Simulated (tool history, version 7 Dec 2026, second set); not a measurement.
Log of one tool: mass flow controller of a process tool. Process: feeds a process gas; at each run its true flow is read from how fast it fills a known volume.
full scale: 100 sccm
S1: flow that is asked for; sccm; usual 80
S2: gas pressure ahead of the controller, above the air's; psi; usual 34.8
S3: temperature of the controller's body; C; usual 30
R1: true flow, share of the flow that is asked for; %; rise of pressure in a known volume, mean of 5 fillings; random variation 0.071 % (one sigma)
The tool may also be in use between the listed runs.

run 1 day=0.000 | S1=80 S2=34.8 S3=30 | R1=97.45
run 2 day=6.504 | S1=80 S2=34.8 S3=30 | R1=97.58
run 3 day=10.758 | S1=80 S2=34.8 S3=30 | R1=97.40
run 4 day=14.271 | S1=80 S2=34.8 S3=30 | R1=97.51
run 5 day=18.288 | S1=80 S2=34.8 S3=30 | R1=97.52
run 6 day=22.975 | S1=80 S2=34.8 S3=30 | R1=97.54
run 7 day=27.788 | S1=80 S2=34.8 S3=30 | R1=97.52
run 8 day=31.400 | S1=80 S2=34.8 S3=30 | R1=97.36
run 9 day=35.958 | S1=80 S2=34.8 S3=30 | R1=97.36
run 10 day=39.958 | S1=80 S2=34.8 S3=30 | R1=97.28
run 11 day=45.754 | S1=80 S2=34.8 S3=27 | R1=97.46
run 12 day=51.979 | S1=91 S2=34.8 S3=30 | R1=97.38
run 13 day=55.988 | S1=80 S2=34.8 S3=31 | R1=97.20
run 14 day=62.450 | S1=80 S2=34.8 S3=31 | R1=97.12
run 15 day=68.158 | S1=80 S2=34.8 S3=30 | R1=97.10
run 16 day=74.038 | S1=80 S2=34.8 S3=39 | R1=96.68
run 17 day=77.954 | S1=80 S2=34.8 S3=30 | R1=96.95
run 18 day=83.050 | S1=80 S2=25.8 S3=30 | R1=96.51
run 19 day=86.583 | S1=80 S2=25.8 S3=30 | R1=96.69
run 20 day=90.675 | S1=32 S2=34.8 S3=30 | R1=97.24
run 21 day=97.142 | S1=31 S2=36.4 S3=28 | R1=97.35
run 22 day=101.921 | S1=31 S2=23.8 S3=25 | R1=96.74
run 23 day=105.512 | S1=80 S2=27.7 S3=30 | R1=96.55
run 24 day=109.838 | S1=80 S2=27.7 S3=30 | R1=96.50
-- day=110.271 controller exchanged for a calibrated one
run 25 day=112.671 | S1=80 S2=20.6 S3=26 | R1=99.09
run 26 day=116.758 | S1=80 S2=20.6 S3=26 | R1=99.09
run 27 day=122.375 | S1=80 S2=20.6 S3=26 | R1=99.02
run 28 day=125.467 | S1=80 S2=25.8 S3=29 | R1=99.09
run 29 day=130.783 | S1=80 S2=34.4 S3=23 | R1=99.83
run 30 day=133.579 | S1=80 S2=34.4 S3=23 | R1=99.85
run 31 day=139.554 | S1=80 S2=20.6 S3=23 | R1=99.00
run 32 day=142.575 | S1=55 S2=31.5 S3=23 | R1=98.92
run 33 day=147.729 | S1=56 S2=35.5 S3=37 | R1=98.34
run 34 day=153.771 | S1=66 S2=33.8 S3=26 | R1=99.06
run 35 day=158.829 | S1=20 S2=34.8 S3=35 | R1=97.61
run 36 day=165.062 | S1=20 S2=34.8 S3=35 | R1=97.77

3 ways to go on from here, each from the tool as it stands after run 36. What would each give?
run A day=169.946 | S1=17 S2=23.4 S3=35 | R1=?
run B day=169.946 | S1=15 S2=31.5 S3=21 | R1=?
run C day=169.946 | S1=18 S2=28.0 S3=32 | R1=?

run=A R1=97.16
run=B R1=98.31
run=C R1=97.49
Without the tool's hidden state the same runs would have given:
run=A R1=96.80
run=B R1=97.84
run=C R1=97.17

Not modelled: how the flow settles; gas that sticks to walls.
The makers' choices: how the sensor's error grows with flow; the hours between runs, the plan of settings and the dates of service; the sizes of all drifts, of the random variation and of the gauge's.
